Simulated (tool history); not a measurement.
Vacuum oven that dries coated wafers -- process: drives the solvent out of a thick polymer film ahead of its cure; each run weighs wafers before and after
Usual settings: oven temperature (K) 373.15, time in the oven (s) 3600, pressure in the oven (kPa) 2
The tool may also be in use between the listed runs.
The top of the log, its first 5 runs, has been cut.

| run | hour | oven temperature (K) | time in the oven (s) | pressure in the oven (kPa) | solvent left in the film (%) |
|---|---|---|---|---|---|
| 6 | 121.4 | 373.15 | 3600 | 2 | 4.46 |
| 7 | 147.1 | 373.15 | 3600 | 2 | 4.63 |
| 8 | 169.3 | 373.15 | 3600 | 2 | 4.69 |
| 9 | 185.2 | 373.15 | 3600 | 2 | 4.64 |
| 10 | 209.8 | 373.15 | 3600 | 2 | 4.56 |
| 11 | 238.1 | 373.15 | 3600 | 1.11 | 4.06 |
| 12 | 253.9 | 373.15 | 3600 | 1.11 | 4.02 |
| 13 | 271.7 | 373.15 | 3600 | 1.11 | 4.16 |
| 14 | 303.9 | 373.15 | 3600 | 1.11 | 4.04 |
| 15 | 330.1 | 373.15 | 3600 | 2 | 4.64 |
| 16 | 348.8 | 373.15 | 3600 | 2 | 4.74 |
| 17 | 381 | 373.15 | 3060 | 4.16 | 6.36 |
| 18 | 415.1 | 366.15 | 3720 | 2.07 | 6.65 |
| 19 | 434.2 | 366.15 | 2280 | 2.07 | 8.2 |
| 20 | 450.4 | 373.15 | 5040 | 1.37 | 3.2 |
| 21 | 476.7 | 371.15 | 2820 | 3.96 | 7.41 |
| 22 | 492.3 | 371.15 | 2820 | 3.96 | 7.38 |
| 23 | 519.1 | 359.15 | 2160 | 1.35 | 9.38 |
| 24 | 550.7 | 369.15 | 3600 | 1.2 | 5.32 |
| 25 | 580.1 | 369.15 | 2940 | 1.33 | 6.39 |
| 26 | 602.6 | 373.15 | 2700 | 3.45 | 6.66 |
| 27 | 623.4 | 373.15 | 2700 | 3.45 | 6.63 |
| 28 | 654.3 | 379.15 | 5520 | 1.35 | 1.8 |
| 29 | 677.6 | 379.15 | 5520 | 1.35 | 1.93 |
| 30 | 703.1 | 362.15 | 5520 | 1.35 | 6.07 |

Here are 5 independent what-if runs from the current tool condition. What would each one return?
| A | 732.9 | 380.15 | 3000 | 4.73 | ? |
| B | 732.9 | 362.15 | 3600 | 2 | ? |
| C | 732.9 | 364.15 | 3600 | 4.64 | ? |
| D | 732.9 | 369.15 | 5520 | 7.03 | ? |
| E | 732.9 | 388.15 | 2100 | 7.58 | ? |

| run | solvent left in the film (%) |
|---|---|
| A | 5.02 |
| B | 7.98 |
| C | 9.14 |
| D | 8.18 |
| E | 5.15 |
Without the tool's hidden state the same runs would have given:
| run | solvent left in the film (%) |
|---|---|
| A | 4.01 |
| B | 6.8 |
| C | 7.93 |
| D | 6.83 |
| E | 4.24 |
